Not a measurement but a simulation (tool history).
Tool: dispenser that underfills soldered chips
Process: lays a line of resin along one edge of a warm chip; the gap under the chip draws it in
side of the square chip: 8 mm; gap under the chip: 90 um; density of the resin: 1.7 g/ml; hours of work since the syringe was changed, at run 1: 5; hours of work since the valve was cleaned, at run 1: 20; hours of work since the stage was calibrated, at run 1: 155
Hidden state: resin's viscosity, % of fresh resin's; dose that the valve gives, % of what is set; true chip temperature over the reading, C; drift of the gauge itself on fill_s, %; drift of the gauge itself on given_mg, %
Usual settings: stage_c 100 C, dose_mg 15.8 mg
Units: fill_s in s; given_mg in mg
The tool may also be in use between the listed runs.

run   hour  stage_c  dose_mg  hours of work since the syringe was changed  hours of work since the valve was cleaned  hours of work since the stage was calibrated  fill_s  given_mg
  1    0.0      100     15.8                                            5                                         20                                           155    43.8     15.66
       1.5  -- new syringe of resin
  2    6.2      100     15.8                                            3                                         24                                           159    38.4     15.57
       9.8  -- new syringe of resin
  3   16.6      100     15.8                                            5                                         32                                           166    43.7     15.66
      19.1  -- new syringe of resin
  4   26.1      100     15.8                                            5                                         39                                           173    44.1     15.42
      27.3  -- new syringe of resin
      35.5  -- new syringe of resin
  5   35.9      100     15.8                                            0                                         46                                           180    30.4     15.37
      44.1  -- new syringe of resin
  6   44.3      100     15.8                                            0                                         52                                           186    29.6     15.30
  7   51.0      100     15.8                                            5                                         57                                           191    45.1     15.29
      52.5  -- new syringe of resin
      61.0  -- new syringe of resin
  8   64.8      100     15.8                                            3                                         66                                           201    37.4     15.34
      69.8  -- new syringe of resin
  9   72.2      100     15.8                                            2                                         72                                           206    34.1     15.19
      78.3  -- new syringe of resin
 10   79.1      100     15.8                                            1                                         77                                           211    29.7     15.18
 11   85.5      100     15.8                                            5                                         81                                           216    44.4     15.09
      86.9  -- new syringe of resin
 12   92.3      100     15.8                                            4                                         86                                           221    41.2     15.06
      95.5  -- new syringe of resin
     104.4  -- new syringe of resin
 13  105.7      100     15.8                                            1                                         96                                           230    30.4     15.09
     113.0  -- new syringe of resin
 14  117.2      100     15.8                                            3                                        104                                           239    38.1     14.89
     121.4  -- new syringe of resin
 15  124.0      100     15.8                                            2                                        109                                           244    32.9     14.84
     130.1  -- new syringe of resin
 16  137.7      103     15.8                                            6                                        119                                           254    41.2     14.82
     139.1  -- new syringe of resin
     147.7  -- new syringe of resin
 17  152.2      103     15.8                                            3                                        129                                           264    32.8     14.63
     156.6  -- new syringe of resin
     162.5  -- dispensing valve cleaned and set on the balance
 18  162.5      103     15.8                                            4                                          0                                           271    35.8     15.74
     166.2  -- new syringe of resin
     174.8  -- new syringe of resin
 19  174.8      113     18.6                                            0                                          9                                           279    17.9     18.58
     183.2  -- new syringe of resin
 20  189.0      109     15.2                                            4                                         19                                           290    29.8     15.10
     192.0  -- new syringe of resin
     200.6  -- new syringe of resin
 21  201.8      115     16.8                                            1                                         28                                           299    17.8     16.51
     208.9  -- new syringe of resin
 22  215.4      113     16.3                                            5                                         38                                           309    27.4     15.78
     218.1  -- new syringe of resin
 23  224.7      113     16.3                                            5                                         45                                           315    27.1     15.90
     227.1  -- new syringe of resin
 24  234.6      103     19.4                                            6                                         52                                           322    39.9     18.86
     235.9  -- new syringe of resin
     244.5  -- new syringe of resin
 25  248.0       91     17.4                                            3                                         61                                           332    48.6     16.81
     253.0  -- new syringe of resin
 26  259.2       91     17.4                                            5                                         70                                           340    56.1     16.89
     262.1  -- new syringe of resin
 27  269.9      105     13.7                                            6                                         77                                           348    38.4     13.16
     271.1  -- new syringe of resin
     280.2  -- new syringe of resin
 28  282.0      105     13.7                                            1                                         86                                           356    26.4     13.01
     288.5  -- new syringe of resin
 29  294.5      104     16.6                                            4                                         95                                           366    35.2     15.75
     297.2  -- new syringe of resin
 30  304.2      104     16.6                                            5                                        102                                           373    37.2     15.66
     305.4  -- new syringe of resin
 31  312.3      104     16.6                                            5                                        108                                           378    36.7     15.62
     314.4  -- new syringe of resin
     323.3  -- new syringe of resin
 32  326.0       89     15.8                                            2                                        117                                           388    49.8     14.76
     331.7  -- new syringe of resin
 33  336.4       89     15.8                                            4                                        125                                           396    55.5     14.70

How the hidden state differs across the entries between the runs, from the last listed run before each to the first after it:
Between runs 1 and 2: new syringe of resin (hour 1.5)
  resin's viscosity, % of fresh resin's: 151.8 -> 131.3; dose that the valve gives, % of what is set: 98.96 -> 98.71; true chip temperature over the reading, C: 0.89 -> 0.92
  measured less the result without the state, fill_s: +14.1 -> +8.2 s; given_mg: -0.16 -> -0.20 mg
Between runs 2 and 3: new syringe of resin (hour 9.8)
  resin's viscosity, % of fresh resin's: 131.3 -> 152.8; dose that the valve gives, % of what is set: 98.71 -> 98.32; true chip temperature over the reading, C: 0.92 -> 0.97
  measured less the result without the state, fill_s: +8.2 -> +14.4 s; given_mg: -0.20 -> -0.27 mg
Between runs 3 and 4: new syringe of resin (hour 19.1)
  resin's viscosity, % of fresh resin's: 152.8 -> 153; dose that the valve gives, % of what is set: 98.32 -> 97.97; true chip temperature over the reading, C: 0.97 -> 1.01
  measured less the result without the state, fill_s: +14.4 -> +14.3 s; given_mg: -0.27 -> -0.32 mg
Between runs 4 and 5: new syringe of resin (hour 27.3); new syringe of resin (hour 35.5)
  resin's viscosity, % of fresh resin's: 153 -> 103.8; dose that the valve gives, % of what is set: 97.97 -> 97.57; true chip temperature over the reading, C: 1.01 -> 1.05
  measured less the result without the state, fill_s: +14.3 -> +0.1 s; given_mg: -0.32 -> -0.39 mg
Between runs 5 and 6: new syringe of resin (hour 44.1)
  resin's viscosity, % of fresh resin's: 103.8 -> 100.1; dose that the valve gives, % of what is set: 97.57 -> 97.25; true chip temperature over the reading, C: 1.05 -> 1.08
  measured less the result without the state, fill_s: +0.1 -> -1.0 s; given_mg: -0.39 -> -0.43 mg
Between runs 7 and 8: new syringe of resin (hour 52.5); new syringe of resin (hour 61.0)
  resin's viscosity, % of fresh resin's: 151.6 -> 126.8; dose that the valve gives, % of what is set: 96.99 -> 96.44; true chip temperature over the reading, C: 1.12 -> 1.18
  measured less the result without the state, fill_s: +14.1 -> +6.7 s; given_mg: -0.48 -> -0.56 mg
Between runs 8 and 9: new syringe of resin (hour 69.8)
  resin's viscosity, % of fresh resin's: 126.8 -> 117.4; dose that the valve gives, % of what is set: 96.44 -> 96.14; true chip temperature over the reading, C: 1.18 -> 1.21
  measured less the result without the state, fill_s: +6.7 -> +3.9 s; given_mg: -0.56 -> -0.61 mg
Between runs 9 and 10: new syringe of resin (hour 78.3)
  resin's viscosity, % of fresh resin's: 117.4 -> 103.4; dose that the valve gives, % of what is set: 96.14 -> 95.86; true chip temperature over the reading, C: 1.21 -> 1.24
  measured less the result without the state, fill_s: +3.9 -> -0.2 s; given_mg: -0.61 -> -0.66 mg
Between runs 11 and 12: new syringe of resin (hour 86.9)
  resin's viscosity, % of fresh resin's: 153 -> 140.6; dose that the valve gives, % of what is set: 95.58 -> 95.29; true chip temperature over the reading, C: 1.26 -> 1.29
  measured less the result without the state, fill_s: +14.2 -> +10.6 s; given_mg: -0.70 -> -0.74 mg
Between runs 12 and 13: new syringe of resin (hour 95.5); new syringe of resin (hour 104.4)
  resin's viscosity, % of fresh resin's: 140.6 -> 107.9; dose that the valve gives, % of what is set: 95.29 -> 94.72; true chip temperature over the reading, C: 1.29 -> 1.35
  measured less the result without the state, fill_s: +10.6 -> +1.0 s; given_mg: -0.74 -> -0.83 mg
Between runs 13 and 14: new syringe of resin (hour 113.0)
  resin's viscosity, % of fresh resin's: 107.9 -> 130; dose that the valve gives, % of what is set: 94.72 -> 94.25; true chip temperature over the reading, C: 1.35 -> 1.4
  measured less the result without the state, fill_s: +1.0 -> +7.4 s; given_mg: -0.83 -> -0.91 mg
Between runs 14 and 15: new syringe of resin (hour 121.4)
  resin's viscosity, % of fresh resin's: 130 -> 116.4; dose that the valve gives, % of what is set: 94.25 -> 94.02; true chip temperature over the reading, C: 1.4 -> 1.43
  measured less the result without the state, fill_s: +7.4 -> +3.4 s; given_mg: -0.91 -> -0.95 mg
Between runs 15 and 16: new syringe of resin (hour 130.1)
  resin's viscosity, % of fresh resin's: 116.4 -> 158; dose that the valve gives, % of what is set: 94.02 -> 93.44; true chip temperature over the reading, C: 1.43 -> 1.5
  measured less the result without the state, fill_s: +3.4 -> +14.0 s; given_mg: -0.95 -> -1.04 mg
Between runs 16 and 17: new syringe of resin (hour 139.1); new syringe of resin (hour 147.7)
  resin's viscosity, % of fresh resin's: 158 -> 131.8; dose that the valve gives, % of what is set: 93.44 -> 92.85; true chip temperature over the reading, C: 1.5 -> 1.56
  measured less the result without the state, fill_s: +14.0 -> +6.8 s; given_mg: -1.04 -> -1.12 mg
Between runs 17 and 18: new syringe of resin (hour 156.6); dispensing valve cleaned and set on the balance (hour 162.5)
  resin's viscosity, % of fresh resin's: 131.8 -> 138; dose that the valve gives, % of what is set: 92.85 -> 99.99; true chip temperature over the reading, C: 1.56 -> 1.6
  measured less the result without the state, fill_s: +6.8 -> +8.3 s; given_mg: -1.12 -> +0.00 mg
Between runs 18 and 19: new syringe of resin (hour 166.2); new syringe of resin (hour 174.8)
  resin's viscosity, % of fresh resin's: 138 -> 99.6; dose that the valve gives, % of what is set: 99.99 -> 99.51; true chip temperature over the reading, C: 1.6 -> 1.66
  measured less the result without the state, fill_s: +8.3 -> -1.1 s; given_mg: +0.00 -> -0.09 mg
Between runs 19 and 20: new syringe of resin (hour 183.2)
  resin's viscosity, % of fresh resin's: 99.6 -> 144.1; dose that the valve gives, % of what is set: 99.51 -> 98.93; true chip temperature over the reading, C: 1.66 -> 1.72
  measured less the result without the state, fill_s: -1.1 -> +8.0 s; given_mg: -0.09 -> -0.16 mg
Between runs 20 and 21: new syringe of resin (hour 192.0); new syringe of resin (hour 200.6)
  resin's viscosity, % of fresh resin's: 144.1 -> 109; dose that the valve gives, % of what is set: 98.93 -> 98.44; true chip temperature over the reading, C: 1.72 -> 1.78
  measured less the result without the state, fill_s: +8.0 -> +0.5 s; given_mg: -0.16 -> -0.27 mg
Between runs 21 and 22: new syringe of resin (hour 208.9)
  resin's viscosity, % of fresh resin's: 109 -> 150.8; dose that the valve gives, % of what is set: 98.44 -> 97.9; true chip temperature over the reading, C: 1.78 -> 1.84
  measured less the result without the state, fill_s: +0.5 -> +8.0 s; given_mg: -0.27 -> -0.34 mg
Between runs 22 and 23: new syringe of resin (hour 218.1)
  resin's viscosity, % of fresh resin's: 150.8 -> 149.9; dose that the valve gives, % of what is set: 97.9 -> 97.52; true chip temperature over the reading, C: 1.84 -> 1.89
  measured less the result without the state, fill_s: +8.0 -> +7.9 s; given_mg: -0.34 -> -0.40 mg
Between runs 23 and 24: new syringe of resin (hour 227.1)
  resin's viscosity, % of fresh resin's: 149.9 -> 159.4; dose that the valve gives, % of what is set: 97.52 -> 97.14; true chip temperature over the reading, C: 1.89 -> 1.93
  measured less the result without the state, fill_s: +7.9 -> +13.1 s; given_mg: -0.40 -> -0.55 mg
Between runs 24 and 25: new syringe of resin (hour 235.9); new syringe of resin (hour 244.5)
  resin's viscosity, % of fresh resin's: 159.4 -> 124.6; dose that the valve gives, % of what is set: 97.14 -> 96.63; true chip temperature over the reading, C: 1.93 -> 1.99
  measured less the result without the state, fill_s: +13.1 -> +6.7 s; given_mg: -0.55 -> -0.59 mg
Between runs 25 and 26: new syringe of resin (hour 253.0)
  resin's viscosity, % of fresh resin's: 124.6 -> 145.1; dose that the valve gives, % of what is set: 96.63 -> 96.17; true chip temperature over the reading, C: 1.99 -> 2.04
  measured less the result without the state, fill_s: +6.7 -> +14.4 s; given_mg: -0.59 -> -0.67 mg
Between runs 26 and 27: new syringe of resin (hour 262.1)
  resin's viscosity, % of fresh resin's: 145.1 -> 161.1; dose that the valve gives, % of what is set: 96.17 -> 95.73; true chip temperature over the reading, C: 2.04 -> 2.09
  measured less the result without the state, fill_s: +14.4 -> +13.1 s; given_mg: -0.67 -> -0.58 mg
Between runs 27 and 28: new syringe of resin (hour 271.1); new syringe of resin (hour 280.2)
  resin's viscosity, % of fresh resin's: 161.1 -> 110.3; dose that the valve gives, % of what is set: 95.73 -> 95.28; true chip temperature over the reading, C: 2.09 -> 2.14
  measured less the result without the state, fill_s: +13.1 -> +0.9 s; given_mg: -0.58 -> -0.64 mg
Between runs 28 and 29: new syringe of resin (hour 288.5)
  resin's viscosity, % of fresh resin's: 110.3 -> 147.7; dose that the valve gives, % of what is set: 95.28 -> 94.77; true chip temperature over the reading, C: 2.14 -> 2.19
  measured less the result without the state, fill_s: +0.9 -> +9.5 s; given_mg: -0.64 -> -0.87 mg
Between runs 29 and 30: new syringe of resin (hour 297.2)
  resin's viscosity, % of fresh resin's: 147.7 -> 153.4; dose that the valve gives, % of what is set: 94.77 -> 94.39; true chip temperature over the reading, C: 2.19 -> 2.23
  measured less the result without the state, fill_s: +9.5 -> +11.1 s; given_mg: -0.87 -> -0.93 mg
Between runs 30 and 31: new syringe of resin (hour 305.4)
  resin's viscosity, % of fresh resin's: 153.4 -> 149.1; dose that the valve gives, % of what is set: 94.39 -> 94.08; true chip temperature over the reading, C: 2.23 -> 2.27
  measured less the result without the state, fill_s: +11.1 -> +10.1 s; given_mg: -0.93 -> -0.98 mg
Between runs 31 and 32: new syringe of resin (hour 314.4); new syringe of resin (hour 323.3)
  resin's viscosity, % of fresh resin's: 149.1 -> 117.1; dose that the valve gives, % of what is set: 94.08 -> 93.55; true chip temperature over the reading, C: 2.27 -> 2.33
  measured less the result without the state, fill_s: +10.1 -> +3.7 s; given_mg: -0.98 -> -1.02 mg
Between runs 32 and 33: new syringe of resin (hour 331.7)
  resin's viscosity, % of fresh resin's: 117.1 -> 130.7; dose that the valve gives, % of what is set: 93.55 -> 93.08; true chip temperature over the reading, C: 2.33 -> 2.37
  measured less the result without the state, fill_s: +3.7 -> +9.3 s; given_mg: -1.02 -> -1.10 mg
